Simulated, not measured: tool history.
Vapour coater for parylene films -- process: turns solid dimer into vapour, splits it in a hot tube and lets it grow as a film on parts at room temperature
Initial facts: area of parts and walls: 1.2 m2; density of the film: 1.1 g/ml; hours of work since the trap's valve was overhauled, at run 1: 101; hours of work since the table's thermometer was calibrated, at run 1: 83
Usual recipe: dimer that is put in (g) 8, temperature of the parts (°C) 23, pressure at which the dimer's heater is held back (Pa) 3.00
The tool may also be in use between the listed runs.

run	hour	dimer that is put in (g)	temperature of the parts (°C)	pressure at which the dimer's heater is held back (Pa)	hours of work since the trap's valve was overhauled	hours of work since the table's thermometer was calibrated	thickness of the film (um)
1	0.0	8	23	3.00	101	83	3.96
2	13.6	8	18	3.00	110	93	4.52
3	21.7	8	18	3.00	115	98	4.52
4	39.2	8	18	3.00	127	110	4.51
5	54.3	8	18	3.00	137	120	4.51
6	64.5	8	20	3.00	144	127	4.27
7	81.2	4	23	3.00	155	138	1.94
8	96.1	4	23	3.00	165	148	1.95
9	111.5	8	23	3.00	176	159	3.90
10	120.8	5	23	4.05	182	165	2.29
11	134.2	8	34	4.35	191	174	2.64
12	149.3	8	34	4.35	201	184	2.64
13	157.1	10	21	3.00	207	190	5.17
14	171.6	10	21	3.00	216	199	5.15
15	180.7	10	21	3.00	223	205	5.13
16	198.5	8	25	5.28	235	217	3.27
17	210.5	8	25	5.28	243	226	3.25

Forecast each of these 4 alternatives for the next run:
A	228.0	8	24	3.81	255	237	?
B	228.0	4	19	3.00	255	237	?
C	228.0	7	23	3.00	255	237	?
D	228.0	10	25	5.28	255	237	?

run	thickness of the film (um)
A	3.56
B	2.19
C	3.37
D	4.11
Take away the tool's hidden state, keep each run's random variation, and the runs would have read:
run	thickness of the film (um)
A	3.65
B	2.24
C	3.45
D	4.21
